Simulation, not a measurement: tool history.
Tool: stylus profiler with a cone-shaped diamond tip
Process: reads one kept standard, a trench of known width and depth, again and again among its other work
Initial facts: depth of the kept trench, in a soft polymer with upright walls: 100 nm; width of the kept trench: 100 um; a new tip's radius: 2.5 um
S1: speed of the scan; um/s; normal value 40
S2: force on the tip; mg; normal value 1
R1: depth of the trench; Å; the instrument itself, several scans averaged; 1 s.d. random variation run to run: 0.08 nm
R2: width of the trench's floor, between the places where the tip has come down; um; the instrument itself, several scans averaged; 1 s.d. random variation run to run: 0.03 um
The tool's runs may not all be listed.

| run | hour | S1 | S2 | R1 | R2 |
|---|---|---|---|---|---|
| 1 | 0 | 40 | 1 | 1006.4 | 98.25 |
| 2 | 17.6 | 40 | 2.63 | 1012.6 | 98.35 |
| 3 | 37.2 | 40 | 2.63 | 1011.6 | 98.35 |
| 4 | 68.2 | 40 | 2.63 | 1011.8 | 98.34 |
| 5 | 83.3 | 40 | 1.52 | 1008.8 | 98.26 |
| 6 | 103.9 | 40 | 1.52 | 1009.7 | 98.3 |
| 7 | 120.5 | 40 | 0.95 | 1006.7 | 98.15 |
| 8 | 144.5 | 48 | 0.43 | 1002.6 | 97.99 |
| 9 | 175.1 | 142 | 0.35 | 1002.7 | 96.66 |
| 10 | 192.4 | 142 | 0.35 | 1003.5 | 96.56 |
| 11 | 214.2 | 19 | 0.98 | 1005.6 | 98.32 |
| 12 | 240 | 19 | 0.98 | 1005.4 | 98.4 |
| 13 | 259.3 | 126 | 2.91 | 1012.7 | 97.95 |
| 14 | 280.4 | 126 | 2.91 | 1011.9 | 97.96 |

Consider 3 possible next runs. They are alternatives, not a sequence: every one starts from the tool as it was left by run 14. What does each give?
| A | 303.2 | 151 | 0.64 | ? | ? |
| B | 303.2 | 40 | 0.55 | ? | ? |
| C | 303.2 | 12 | 2.91 | ? | ? |

| run | R1 | R2 |
|---|---|---|
| A | 1003.3 | 97.02 |
| B | 1002.4 | 98.07 |
| C | 1012.9 | 98.49 |
Stripped of hidden state, with their random variation kept, the same runs would have yielded:
| run | R1 | R2 |
|---|---|---|
| A | 1004.9 | 97.11 |
| B | 1004.1 | 98.16 |
| C | 1014.6 | 98.58 |
